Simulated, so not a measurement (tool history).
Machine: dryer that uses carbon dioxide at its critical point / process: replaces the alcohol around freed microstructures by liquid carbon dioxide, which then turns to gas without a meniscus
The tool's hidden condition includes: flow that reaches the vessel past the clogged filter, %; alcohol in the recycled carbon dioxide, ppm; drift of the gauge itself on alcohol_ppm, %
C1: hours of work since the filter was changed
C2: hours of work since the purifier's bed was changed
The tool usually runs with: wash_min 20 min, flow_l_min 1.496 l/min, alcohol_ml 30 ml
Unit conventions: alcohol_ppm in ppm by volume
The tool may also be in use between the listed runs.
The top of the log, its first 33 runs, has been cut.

run 34 hour=272.1 | wash_min=27 flow_l_min=1.37 alcohol_ml=56 | C1=425 C2=297 | alcohol_ppm=35
run 35 hour=283.8 | wash_min=13 flow_l_min=1.28 alcohol_ml=55 | C1=434 C2=307 | alcohol_ppm=780
run 36 hour=291.5 | wash_min=13 flow_l_min=1.28 alcohol_ml=55 | C1=440 C2=313 | alcohol_ppm=799
run 37 hour=300.1 | wash_min=20 flow_l_min=1.93 alcohol_ml=71 | C1=447 C2=319 | alcohol_ppm=51
-- hour=301.8 inlet filter changed
run 38 hour=309.2 | wash_min=28 flow_l_min=2.28 alcohol_ml=44 | C1=6 C2=326 | alcohol_ppm=24
run 39 hour=321.1 | wash_min=21 flow_l_min=1.56 alcohol_ml=21 | C1=15 C2=335 | alcohol_ppm=29
run 40 hour=331.9 | wash_min=23 flow_l_min=1.93 alcohol_ml=25 | C1=24 C2=344 | alcohol_ppm=28
run 41 hour=338.9 | wash_min=23 flow_l_min=1.93 alcohol_ml=25 | C1=29 C2=349 | alcohol_ppm=22
run 42 hour=347.3 | wash_min=24 flow_l_min=1.496 alcohol_ml=30 | C1=36 C2=356 | alcohol_ppm=34
run 43 hour=353.5 | wash_min=25 flow_l_min=1.496 alcohol_ml=69 | C1=41 C2=360 | alcohol_ppm=35
run 44 hour=363.3 | wash_min=25 flow_l_min=1.496 alcohol_ml=51 | C1=48 C2=368 | alcohol_ppm=30

Run 45 comes next. What will it give?
run 45 hour=368.2 | wash_min=25 flow_l_min=1.496 alcohol_ml=51 | C1=52 C2=372 | alcohol_ppm=?

alcohol_ppm: 38 ppm by volume
The same run, on a tool lacking any hidden state, would have yielded alcohol_ppm 15 ppm by volume.
